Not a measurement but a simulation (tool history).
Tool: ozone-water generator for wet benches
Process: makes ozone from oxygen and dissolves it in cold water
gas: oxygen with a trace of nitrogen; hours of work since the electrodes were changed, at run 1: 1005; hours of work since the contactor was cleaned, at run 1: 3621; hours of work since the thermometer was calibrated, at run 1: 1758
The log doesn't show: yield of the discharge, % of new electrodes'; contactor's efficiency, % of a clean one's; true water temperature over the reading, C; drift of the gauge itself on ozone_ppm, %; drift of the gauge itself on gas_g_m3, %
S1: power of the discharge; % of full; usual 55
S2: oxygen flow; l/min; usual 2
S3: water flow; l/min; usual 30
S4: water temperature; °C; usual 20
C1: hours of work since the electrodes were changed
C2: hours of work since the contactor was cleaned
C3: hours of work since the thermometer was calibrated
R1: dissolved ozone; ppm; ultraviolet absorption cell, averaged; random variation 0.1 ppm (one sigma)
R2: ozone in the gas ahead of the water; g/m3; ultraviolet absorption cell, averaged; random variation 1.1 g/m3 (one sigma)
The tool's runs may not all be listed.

| run | hour | S1 | S2 | S3 | S4 | C1 | C2 | C3 | R1 | R2 |
|---|---|---|---|---|---|---|---|---|---|---|
| 1 | 0 | 55 | 2 | 30 | 20 | 1005 | 3621 | 1758 | 6.7 | 202.8 |
| 2 | 18.7 | 55 | 2 | 30 | 20 | 1019 | 3635 | 1772 | 6.5 | 202.9 |
| 3 | 44.1 | 72 | 2 | 30 | 20 | 1038 | 3654 | 1791 | 8.1 | 245.1 |
| 4 | 68.7 | 72 | 2 | 30 | 20 | 1056 | 3673 | 1810 | 8 | 246.6 |
| 5 | 101.5 | 72 | 2 | 30 | 20 | 1081 | 3697 | 1834 | 7.9 | 246.2 |
| 6 | 134.9 | 53 | 3.09 | 30 | 20 | 1106 | 3723 | 1860 | 7.7 | 170 |
| 7 | 156.6 | 86 | 2 | 30 | 20 | 1123 | 3739 | 1876 | 9.1 | 279.9 |
| 8 | 186.2 | 86 | 2 | 30 | 20 | 1145 | 3761 | 1898 | 9 | 280.5 |
| 9 | 212.3 | 86 | 2 | 30 | 20 | 1165 | 3781 | 1918 | 9.1 | 279.8 |
| 10 | 235.4 | 86 | 2 | 30 | 20 | 1182 | 3798 | 1935 | 9.1 | 279.5 |

The same runs without the tool's hidden state, with the same run-to-run variation:
| run | R1 | R2 |
|---|---|---|
| 1 | 7.1 | 205.8 |
| 2 | 7 | 205.9 |
| 3 | 8.7 | 249.8 |
| 4 | 8.7 | 251.4 |
| 5 | 8.6 | 251 |
| 6 | 8.3 | 172.6 |
| 7 | 9.9 | 286.4 |
| 8 | 9.8 | 287.1 |
| 9 | 9.9 | 286.4 |
| 10 | 9.9 | 286.3 |
